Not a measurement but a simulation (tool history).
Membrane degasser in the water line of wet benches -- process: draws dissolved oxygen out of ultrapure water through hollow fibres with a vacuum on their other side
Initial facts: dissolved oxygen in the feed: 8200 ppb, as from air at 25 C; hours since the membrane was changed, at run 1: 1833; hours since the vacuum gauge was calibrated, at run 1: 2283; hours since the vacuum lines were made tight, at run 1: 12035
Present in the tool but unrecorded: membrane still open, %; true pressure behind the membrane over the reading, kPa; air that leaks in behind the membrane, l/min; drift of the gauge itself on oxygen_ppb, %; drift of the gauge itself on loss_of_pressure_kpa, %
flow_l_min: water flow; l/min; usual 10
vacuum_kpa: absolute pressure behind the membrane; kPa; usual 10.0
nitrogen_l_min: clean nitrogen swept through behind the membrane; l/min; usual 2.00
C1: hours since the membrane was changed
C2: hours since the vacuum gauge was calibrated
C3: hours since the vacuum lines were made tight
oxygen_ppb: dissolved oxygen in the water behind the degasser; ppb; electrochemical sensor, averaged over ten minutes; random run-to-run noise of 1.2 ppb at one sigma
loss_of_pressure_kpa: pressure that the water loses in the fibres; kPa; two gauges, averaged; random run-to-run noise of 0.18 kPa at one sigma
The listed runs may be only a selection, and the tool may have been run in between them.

run 1 hour=0.0 | flow_l_min=10 vacuum_kpa=10.0 nitrogen_l_min=2.00 | C1=1833 C2=2283 C3=12035 | oxygen_ppb=123.8 loss_of_pressure_kpa=33.52
run 2 hour=46.6 | flow_l_min=10 vacuum_kpa=10.0 nitrogen_l_min=2.00 | C1=1880 C2=2330 C3=12082 | oxygen_ppb=123.8 loss_of_pressure_kpa=33.11
run 3 hour=128.1 | flow_l_min=10 vacuum_kpa=10.0 nitrogen_l_min=2.00 | C1=1961 C2=2411 C3=12163 | oxygen_ppb=124.4 loss_of_pressure_kpa=33.13
run 4 hour=188.8 | flow_l_min=10 vacuum_kpa=10.0 nitrogen_l_min=2.00 | C1=2022 C2=2472 C3=12224 | oxygen_ppb=125.3 loss_of_pressure_kpa=33.03
run 5 hour=235.9 | flow_l_min=10 vacuum_kpa=10.0 nitrogen_l_min=2.00 | C1=2069 C2=2519 C3=12271 | oxygen_ppb=123.6 loss_of_pressure_kpa=33.09
run 6 hour=291.8 | flow_l_min=10 vacuum_kpa=10.0 nitrogen_l_min=1.70 | C1=2125 C2=2575 C3=12327 | oxygen_ppb=138.7 loss_of_pressure_kpa=32.87
-- hour=300.8 vacuum gauge calibrated
run 7 hour=344.4 | flow_l_min=10 vacuum_kpa=10.0 nitrogen_l_min=1.70 | C1=2177 C2=44 C3=12379 | oxygen_ppb=139.4 loss_of_pressure_kpa=33.13
run 8 hour=394.4 | flow_l_min=10 vacuum_kpa=10.0 nitrogen_l_min=1.70 | C1=2227 C2=94 C3=12429 | oxygen_ppb=139.0 loss_of_pressure_kpa=32.93
run 9 hour=442.2 | flow_l_min=10 vacuum_kpa=19.4 nitrogen_l_min=1.70 | C1=2275 C2=141 C3=12477 | oxygen_ppb=279.7 loss_of_pressure_kpa=33.24
run 10 hour=515.5 | flow_l_min=10 vacuum_kpa=19.4 nitrogen_l_min=2.63 | C1=2348 C2=215 C3=12550 | oxygen_ppb=195.5 loss_of_pressure_kpa=33.32
-- hour=561.5 seals of the vacuum lines changed
run 11 hour=565.2 | flow_l_min=7 vacuum_kpa=14.6 nitrogen_l_min=1.29 | C1=2396 C2=262 C3=4 | oxygen_ppb=161.5 loss_of_pressure_kpa=23.02
run 12 hour=643.1 | flow_l_min=7 vacuum_kpa=14.6 nitrogen_l_min=1.29 | C1=2474 C2=340 C3=82 | oxygen_ppb=159.6 loss_of_pressure_kpa=23.08
run 13 hour=745.9 | flow_l_min=9 vacuum_kpa=7.0 nitrogen_l_min=1.80 | C1=2577 C2=443 C3=184 | oxygen_ppb=72.4 loss_of_pressure_kpa=30.04

The logged runs with the hidden state left out (each run's random variation unchanged):
run=1 oxygen_ppb=114.4 loss_of_pressure_kpa=33.18
run=2 oxygen_ppb=114.2 loss_of_pressure_kpa=32.76
run=3 oxygen_ppb=114.7 loss_of_pressure_kpa=32.77
run=4 oxygen_ppb=115.4 loss_of_pressure_kpa=32.66
run=5 oxygen_ppb=113.7 loss_of_pressure_kpa=32.71
run=6 oxygen_ppb=127.4 loss_of_pressure_kpa=32.47
run=7 oxygen_ppb=127.5 loss_of_pressure_kpa=32.73
run=8 oxygen_ppb=127.1 loss_of_pressure_kpa=32.51
run=9 oxygen_ppb=258.5 loss_of_pressure_kpa=32.81
run=10 oxygen_ppb=179.9 loss_of_pressure_kpa=32.88
run=11 oxygen_ppb=158.4 loss_of_pressure_kpa=22.71
run=12 oxygen_ppb=156.4 loss_of_pressure_kpa=22.75
run=13 oxygen_ppb=67.9 loss_of_pressure_kpa=29.61
